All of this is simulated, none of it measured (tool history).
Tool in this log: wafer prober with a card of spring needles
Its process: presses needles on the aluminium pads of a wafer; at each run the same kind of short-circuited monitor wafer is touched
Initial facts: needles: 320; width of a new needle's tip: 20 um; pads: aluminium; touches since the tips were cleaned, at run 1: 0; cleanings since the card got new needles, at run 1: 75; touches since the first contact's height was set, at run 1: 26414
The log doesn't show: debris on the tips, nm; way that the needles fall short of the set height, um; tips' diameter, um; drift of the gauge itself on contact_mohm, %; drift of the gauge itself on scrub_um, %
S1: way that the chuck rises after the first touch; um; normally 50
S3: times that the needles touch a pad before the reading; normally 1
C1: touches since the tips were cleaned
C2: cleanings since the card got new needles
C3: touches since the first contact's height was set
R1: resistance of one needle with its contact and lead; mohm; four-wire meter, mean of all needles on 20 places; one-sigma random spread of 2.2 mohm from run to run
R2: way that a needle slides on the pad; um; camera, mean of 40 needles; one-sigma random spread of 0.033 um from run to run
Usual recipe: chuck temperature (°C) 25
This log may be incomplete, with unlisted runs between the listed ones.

run 1 hour=0 | S1=50 chuck_temperature_(°C)=25 S3=1 | C1=0 C2=75 C3=26414 | R1=271 R2=9.75
-- hour=10.3 tips cleaned on abrasive film
-- hour=18.7 tips cleaned on abrasive film
-- hour=29 tips cleaned on abrasive film
run 2 hour=35.8 | S1=50 chuck_temperature_(°C)=25 S3=1 | C1=4256 C2=78 C3=48676 | R1=429 R2=9.7
-- hour=38 tips cleaned on abrasive film
-- hour=48.6 tips cleaned on abrasive film
-- hour=59.1 tips cleaned on abrasive film
run 3 hour=63.5 | S1=50 chuck_temperature_(°C)=25 S3=1 | C1=2759 C2=81 C3=65924 | R1=383 R2=9.71
-- hour=67.8 tips cleaned on abrasive film
-- hour=78.1 tips cleaned on abrasive film
-- hour=88.1 tips cleaned on abrasive film
-- hour=98.6 tips cleaned on abrasive film
run 4 hour=103.5 | S1=50 chuck_temperature_(°C)=25 S3=3 | C1=3090 C2=85 C3=90769 | R1=299 R2=9.65
-- hour=107.8 tips cleaned on abrasive film
-- hour=118 tips cleaned on abrasive film
-- hour=128.2 tips cleaned on abrasive film
-- hour=137.9 tips cleaned on abrasive film
run 5 hour=140.9 | S1=50 chuck_temperature_(°C)=25 S3=1 | C1=1864 C2=89 C3=113979 | R1=348 R2=9.48
-- hour=147.3 tips cleaned on abrasive film
-- hour=157.9 tips cleaned on abrasive film
-- hour=168.5 tips cleaned on abrasive film
run 6 hour=168.8 | S1=50 chuck_temperature_(°C)=25 S3=1 | C1=233 C2=92 C3=131336 | R1=284 R2=9.49
-- hour=177.3 tips cleaned on abrasive film
-- hour=187.8 tips cleaned on abrasive film
-- hour=192.9 height of the first contact set anew
run 7 hour=192.9 | S1=50 chuck_temperature_(°C)=25 S3=2 | C1=3029 C2=94 C3=0 | R1=334 R2=9.84
-- hour=197.2 tips cleaned on abrasive film
-- hour=207.4 tips cleaned on abrasive film
-- hour=217.7 tips cleaned on abrasive film
-- hour=227.6 tips cleaned on abrasive film
run 8 hour=232.2 | S1=50 chuck_temperature_(°C)=25 S3=1 | C1=2906 C2=98 C3=24403 | R1=391 R2=9.82
-- hour=236.5 tips cleaned on abrasive film
-- hour=246.9 tips cleaned on abrasive film
-- hour=257.1 tips cleaned on abrasive film
-- hour=267.7 tips cleaned on abrasive film
run 9 hour=270.2 | S1=50 chuck_temperature_(°C)=25 S3=1 | C1=1605 C2=102 C3=48046 | R1=354 R2=9.67
-- hour=276.3 tips cleaned on abrasive film
-- hour=286.6 tips cleaned on abrasive film
run 10 hour=290 | S1=43 chuck_temperature_(°C)=25 S3=1 | C1=2188 C2=104 C3=60349 | R1=434 R2=8.3
-- hour=296.4 tips cleaned on abrasive film
-- hour=304.9 tips cleaned on abrasive film
run 11 hour=307.6 | S1=50 chuck_temperature_(°C)=25 S3=1 | C1=1747 C2=106 C3=71263 | R1=363 R2=9.63
-- hour=314 tips cleaned on abrasive film
-- hour=324.4 tips cleaned on abrasive film
-- hour=333.3 tips cleaned on abrasive film
run 12 hour=333.3 | S1=50 chuck_temperature_(°C)=25 S3=1 | C1=0 C2=109 C3=87212 | R1=268 R2=9.61
-- hour=343.6 tips cleaned on abrasive film
-- hour=353.5 tips cleaned on abrasive film
-- hour=363.2 tips cleaned on abrasive film
run 13 hour=363.2 | S1=50 chuck_temperature_(°C)=25 S3=3 | C1=0 C2=112 C3=105778 | R1=258 R2=9.56
-- hour=373.7 tips cleaned on abrasive film
-- hour=384.3 tips cleaned on abrasive film
-- hour=392.8 tips cleaned on abrasive film
run 14 hour=396.5 | S1=50 chuck_temperature_(°C)=25 S3=2 | C1=2358 C2=115 C3=126492 | R1=323 R2=9.5
-- hour=402.5 tips cleaned on abrasive film
-- hour=412.9 tips cleaned on abrasive film
-- hour=421.4 tips cleaned on abrasive film
-- hour=429.7 height of the first contact set anew
run 15 hour=430.1 | S1=50 chuck_temperature_(°C)=25 S3=3 | C1=5252 C2=118 C3=252 | R1=322 R2=9.85
-- hour=432.3 tips cleaned on abrasive film
-- hour=442.9 tips cleaned on abrasive film
-- hour=453.2 tips cleaned on abrasive film
-- hour=463.4 tips cleaned on abrasive film
run 16 hour=469.6 | S1=51 chuck_temperature_(°C)=27 S3=1 | C1=3885 C2=122 C3=24821 | R1=426 R2=10.04
-- hour=473.9 tips cleaned on abrasive film
-- hour=483.9 tips cleaned on abrasive film
-- hour=493.9 tips cleaned on abrasive film
-- hour=502.4 tips cleaned on abrasive film
run 17 hour=510.5 | S1=50 chuck_temperature_(°C)=25 S3=2 | C1=5053 C2=126 C3=50208 | R1=380 R2=9.78
-- hour=512.5 tips cleaned on abrasive film
-- hour=523.1 tips cleaned on abrasive film
-- hour=531.7 tips cleaned on abrasive film
run 18 hour=531.7 | S1=66 chuck_temperature_(°C)=41 S3=3 | C1=0 C2=129 C3=63361 | R1=249 R2=12.84
-- hour=542.2 tips cleaned on abrasive film
-- hour=552.4 tips cleaned on abrasive film
run 19 hour=559.9 | S1=33 chuck_temperature_(°C)=25 S3=2 | C1=4686 C2=131 C3=80906 | R1=549 R2=6.29
-- hour=562 tips cleaned on abrasive film
-- hour=571.9 tips cleaned on abrasive film
-- hour=580.3 tips cleaned on abrasive film
-- hour=589.1 tips cleaned on abrasive film
run 20 hour=589.1 | S1=54 chuck_temperature_(°C)=69 S3=2 | C1=0 C2=135 C3=98994 | R1=267 R2=10.42
-- hour=599.7 tips cleaned on abrasive film
-- hour=609.9 tips cleaned on abrasive film
-- hour=620 tips cleaned on abrasive film
-- hour=629.6 tips cleaned on abrasive film
run 21 hour=629.6 | S1=36 chuck_temperature_(°C)=41 S3=1 | C1=0 C2=139 C3=124162 | R1=308 R2=6.76
-- hour=639.7 tips cleaned on abrasive film
-- hour=649.9 tips cleaned on abrasive film
-- hour=660.2 tips cleaned on abrasive film
run 22 hour=662.4 | S1=36 chuck_temperature_(°C)=41 S3=1 | C1=1364 C2=142 C3=144548 | R1=455 R2=6.73
-- hour=666.8 height of the first contact set anew
-- hour=669 tips cleaned on abrasive film
-- hour=679.2 tips cleaned on abrasive film
-- hour=689.8 tips cleaned on abrasive film
-- hour=700.1 tips cleaned on abrasive film
run 23 hour=703.9 | S1=64 chuck_temperature_(°C)=41 S3=1 | C1=2364 C2=146 C3=23005 | R1=331 R2=12.51
-- hour=710.1 tips cleaned on abrasive film
-- hour=718.6 tips cleaned on abrasive film
-- hour=727.1 tips cleaned on abrasive film
-- hour=737.7 tips cleaned on abrasive film
run 24 hour=741.9 | S1=31 chuck_temperature_(°C)=121 S3=2 | C1=2682 C2=150 C3=46629 | R1=524 R2=5.97
-- hour=746.2 tips cleaned on abrasive film
-- hour=756.3 tips cleaned on abrasive film
-- hour=766 tips cleaned on abrasive film
-- hour=775 tips cleaned on abrasive film
run 25 hour=775 | S1=70 chuck_temperature_(°C)=93 S3=3 | C1=0 C2=154 C3=67166 | R1=260 R2=13.57
-- hour=785.1 tips cleaned on abrasive film
-- hour=795 tips cleaned on abrasive film
-- hour=805.6 tips cleaned on abrasive film
run 26 hour=811.8 | S1=50 chuck_temperature_(°C)=53 S3=1 | C1=3935 C2=157 C3=90067 | R1=455 R2=9.55
-- hour=816.1 tips cleaned on abrasive film
-- hour=824.6 tips cleaned on abrasive film
-- hour=835.2 tips cleaned on abrasive film
run 27 hour=837.5 | S1=42 chuck_temperature_(°C)=53 S3=1 | C1=1421 C2=160 C3=105977 | R1=435 R2=8.04

What does the tool deliver on the next run?
-- hour=843.9 tips cleaned on abrasive film
-- hour=854.2 tips cleaned on abrasive film
-- hour=864.7 tips cleaned on abrasive film
run 28 hour=866.8 | S1=61 chuck_temperature_(°C)=64 S3=3 | C1=1308 C2=163 C3=124193 | R1=? R2=?

{"run 28": {"R1": 274, "R2": 11.69}}
Were there no unlogged condition in the tool, this run, its random variation unchanged, would have produced R1 246 mohm, R2 12.02 um.
